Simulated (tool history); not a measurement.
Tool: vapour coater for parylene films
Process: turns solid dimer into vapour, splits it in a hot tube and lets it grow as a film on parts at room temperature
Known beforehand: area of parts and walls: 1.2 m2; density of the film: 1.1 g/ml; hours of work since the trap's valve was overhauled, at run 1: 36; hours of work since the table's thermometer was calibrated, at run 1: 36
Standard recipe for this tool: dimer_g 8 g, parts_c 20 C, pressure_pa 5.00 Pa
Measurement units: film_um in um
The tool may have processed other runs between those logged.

| run | day | dimer_g | parts_c | pressure_pa | hours of work since the trap's valve was overhauled | hours of work since the table's thermometer was calibrated | film_um |
|---|---|---|---|---|---|---|---|
| 1 | 0.000 | 8 | 20 | 5.00 | 36 | 36 | 3.65 |
| 2 | 1.608 | 8 | 20 | 5.00 | 64 | 64 | 3.61 |
| 3 | 4.142 | 8 | 20 | 5.00 | 109 | 109 | 3.63 |
| 4 | 5.783 | 8 | 20 | 5.00 | 137 | 137 | 3.60 |
| 5 | 8.000 | 8 | 20 | 5.00 | 176 | 176 | 3.59 |
| 6 | 10.808 | 11 | 20 | 5.00 | 225 | 225 | 4.91 |
| 7 | 13.396 | 11 | 20 | 5.00 | 270 | 270 | 4.94 |
| 8 | 15.667 | 4 | 20 | 5.00 | 309 | 309 | 1.79 |
| 9 | 18.754 | 4 | 20 | 5.00 | 363 | 363 | 1.78 |
| 10 | 21.025 | 8 | 20 | 5.00 | 403 | 403 | 3.55 |
| 11 | 23.033 | 8 | 20 | 5.00 | 438 | 438 | 3.54 |
| 12 | 25.067 | 8 | 20 | 5.00 | 473 | 473 | 3.52 |
| 13 | 27.496 | 6 | 20 | 5.00 | 516 | 516 | 2.63 |
|  | 29.562 | trap's valve overhauled |
| 14 | 29.800 | 6 | 20 | 5.00 | 4 | 553 | 2.83 |
| 15 | 32.388 | 6 | 20 | 5.00 | 49 | 598 | 2.80 |
| 16 | 35.429 | 14 | 20 | 5.00 | 102 | 651 | 6.54 |
| 17 | 37.642 | 8 | 17 | 5.00 | 141 | 690 | 4.18 |
| 18 | 38.950 | 8 | 20 | 5.00 | 164 | 712 | 3.72 |
| 19 | 41.521 | 8 | 20 | 5.00 | 208 | 757 | 3.69 |
| 20 | 42.875 | 8 | 20 | 5.00 | 232 | 781 | 3.69 |
| 21 | 44.292 | 8 | 20 | 5.00 | 257 | 805 | 3.71 |
| 22 | 46.621 | 8 | 20 | 5.00 | 297 | 846 | 3.66 |
| 23 | 49.321 | 5 | 20 | 5.00 | 344 | 893 | 2.28 |
| 24 | 51.508 | 5 | 20 | 8.10 | 383 | 931 | 2.04 |
| 25 | 53.850 | 8 | 24 | 8.37 | 423 | 972 | 2.73 |
| 26 | 55.788 | 12 | 14 | 3.27 | 457 | 1006 | 7.64 |
| 27 | 58.529 | 12 | 14 | 3.27 | 505 | 1054 | 7.63 |
| 28 | 59.821 | 12 | 22 | 3.28 | 527 | 1076 | 5.58 |
|  | 61.162 | trap's valve overhauled |
|  | 61.788 | table's thermometer calibrated |
| 29 | 62.825 | 12 | 22 | 3.28 | 28 | 18 | 5.63 |
| 30 | 65.929 | 9 | 15 | 3.51 | 82 | 72 | 5.44 |
| 31 | 68.329 | 4 | 20 | 6.41 | 124 | 114 | 1.70 |
| 32 | 70.558 | 4 | 20 | 6.28 | 163 | 153 | 1.71 |
| 33 | 71.808 | 4 | 20 | 6.28 | 185 | 175 | 1.72 |
| 34 | 74.708 | 4 | 23 | 4.54 | 235 | 225 | 1.64 |
| 35 | 77.167 | 10 | 17 | 3.57 | 278 | 268 | 5.46 |
| 36 | 80.062 | 5 | 24 | 6.44 | 329 | 319 | 1.80 |
| 37 | 81.571 | 9 | 18 | 4.45 | 355 | 345 | 4.44 |
| 38 | 83.638 | 9 | 31 | 9.28 | 391 | 381 | 2.23 |
| 39 | 85.133 | 4 | 21 | 6.47 | 417 | 407 | 1.60 |
| 40 | 88.179 | 4 | 21 | 6.47 | 470 | 460 | 1.60 |
| 41 | 90.258 | 8 | 20 | 8.27 | 506 | 496 | 3.12 |
|  | 92.929 | trap's valve overhauled |
| 42 | 93.000 | 10 | 32 | 5.00 | 1 | 541 | 2.95 |
| 43 | 94.792 | 10 | 32 | 5.00 | 32 | 572 | 2.92 |
| 44 | 96.467 | 5 | 13 | 3.26 | 62 | 602 | 3.42 |
| 45 | 98.692 | 7 | 13 | 3.26 | 100 | 640 | 4.80 |
| 46 | 100.654 | 13 | 24 | 2.46 | 135 | 674 | 6.18 |

For each entry between runs, how does the tool's hidden state at the last listed run before it compare with that at the first listed run after it?
In the gap between runs 13 and 14: trap's valve overhauled (day 29.562)
  vapour lost through the trap's worn valve, %: 6.5 -> 0.1; true temperature of the parts over the reading, C: -0.48 -> -0.54
  the result without the hidden state subtracted from the measured one, film_um: -0.14 -> +0.06 um
In the gap between runs 28 and 29: trap's valve overhauled (day 61.162); table's thermometer calibrated (day 61.788)
  vapour lost through the trap's worn valve, %: 6.7 -> 0.7; true temperature of the parts over the reading, C: -1.23 -> -0.03
  the result without the hidden state subtracted from the measured one, film_um: -0.12 -> -0.03 um
In the gap between runs 41 and 42: trap's valve overhauled (day 92.929)
  vapour lost through the trap's worn valve, %: 6.7 -> 0.4; true temperature of the parts over the reading, C: -0.66 -> -0.71
  the result without the hidden state subtracted from the measured one, film_um: -0.14 -> +0.07 um
